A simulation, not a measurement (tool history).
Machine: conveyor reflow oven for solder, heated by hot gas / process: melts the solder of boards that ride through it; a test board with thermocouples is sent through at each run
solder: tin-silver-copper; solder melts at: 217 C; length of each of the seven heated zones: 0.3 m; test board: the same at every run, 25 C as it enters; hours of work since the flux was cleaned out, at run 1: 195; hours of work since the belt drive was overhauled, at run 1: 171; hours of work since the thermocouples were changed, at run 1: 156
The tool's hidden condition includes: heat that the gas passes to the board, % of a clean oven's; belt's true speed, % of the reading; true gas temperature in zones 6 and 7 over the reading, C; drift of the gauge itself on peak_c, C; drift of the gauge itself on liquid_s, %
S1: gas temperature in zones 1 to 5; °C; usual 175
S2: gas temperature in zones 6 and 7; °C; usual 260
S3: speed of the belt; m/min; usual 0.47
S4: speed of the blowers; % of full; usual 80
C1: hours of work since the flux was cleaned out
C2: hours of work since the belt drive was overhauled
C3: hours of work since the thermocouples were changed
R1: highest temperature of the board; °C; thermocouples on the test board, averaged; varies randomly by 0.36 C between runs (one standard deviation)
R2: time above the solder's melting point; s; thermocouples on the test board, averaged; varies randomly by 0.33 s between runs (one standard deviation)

Run 1, hour 0: usual settings; C1 195; C2 171; C3 156. Result: R1 242.7 °C, R2 49.9 s.
Run 2, hour 8.2: usual settings but S1 170 °C; C1 198; C2 175; C3 159. Result: R1 242.2 °C, R2 47.6 s.
Run 3, hour 18.2: usual settings but S1 170 °C; C1 203; C2 179; C3 164. Result: R1 242.1 °C, R2 47.1 s.
Run 4, hour 26.9: usual settings but S3 0.514 m/min; C1 206; C2 183; C3 167. Result: R1 239.8 °C, R2 42 s.
Run 5, hour 35.6: usual settings; C1 210; C2 187; C3 171. Result: R1 243.4 °C, R2 49.8 s.
Run 6, hour 45: usual settings but S4 61 % of full; C1 214; C2 191; C3 175. Result: R1 237.2 °C, R2 41.1 s.
Run 7, hour 53: usual settings but S4 61 % of full; C1 218; C2 195; C3 179. Result: R1 237.1 °C, R2 40.7 s.
Run 8, hour 59.3: usual settings but S1 170 °C; C1 221; C2 197; C3 182. Result: R1 242.2 °C, R2 47.1 s.
Run 9, hour 65.6: usual settings but S1 171 °C, S2 253 °C, S3 0.495 m/min, S4 60 % of full; C1 223; C2 200; C3 184. Result: R1 228 °C, R2 24.9 s.
Run 10, hour 72.6: usual settings but S1 189 °C, S4 70 % of full; C1 226; C2 203; C3 188. Result: R1 243.7 °C, R2 55.2 s.
Run 11, hour 79.9: usual settings but S1 189 °C, S4 70 % of full; C1 230; C2 207; C3 191. Result: R1 243.6 °C, R2 55.9 s.
Run 12, hour 90.4: usual settings but S1 186 °C, S4 71 % of full; C1 234; C2 211; C3 195. Result: R1 242.6 °C, R2 53.6 s.
Run 13, hour 102.9: usual settings but S1 186 °C, S4 71 % of full; C1 240; C2 217; C3 201. Result: R1 242.7 °C, R2 53.8 s.
Run 14, hour 115.6: usual settings but S1 186 °C, S4 71 % of full; C1 245; C2 222; C3 206. Result: R1 243.1 °C, R2 53.8 s.

Forecast each of these 4 alternatives for the next run:
Run A, hour 128.9: usual settings but S2 251 °C, S3 0.439 m/min, S4 58 % of full; C1 251; C2 228; C3 212. Result: R1 ?, R2 ?.
Run B, hour 128.9: usual settings but S2 269 °C, S4 61 % of full; C1 251; C2 228; C3 212. Result: R1 ?, R2 ?.
Run C, hour 128.9: usual settings but S1 163 °C, S2 270 °C, S4 68 % of full; C1 251; C2 228; C3 212. Result: R1 ?, R2 ?.
Run D, hour 128.9: usual settings but S1 186 °C, S2 258 °C, S3 0.418 m/min, S4 61 % of full; C1 251; C2 228; C3 212. Result: R1 ?, R2 ?.

run     R1    R2
  A  231.2    36
  B  243.9  48.6
  C  244.7  45.7
  D  241.8  58.5
With the hidden condition removed and each run's random variation left untouched, the same runs would have given:
run     R1    R2
  A  232.5  38.4
  B  245.4  50.2
  C  246.4  47.4
  D    243    60
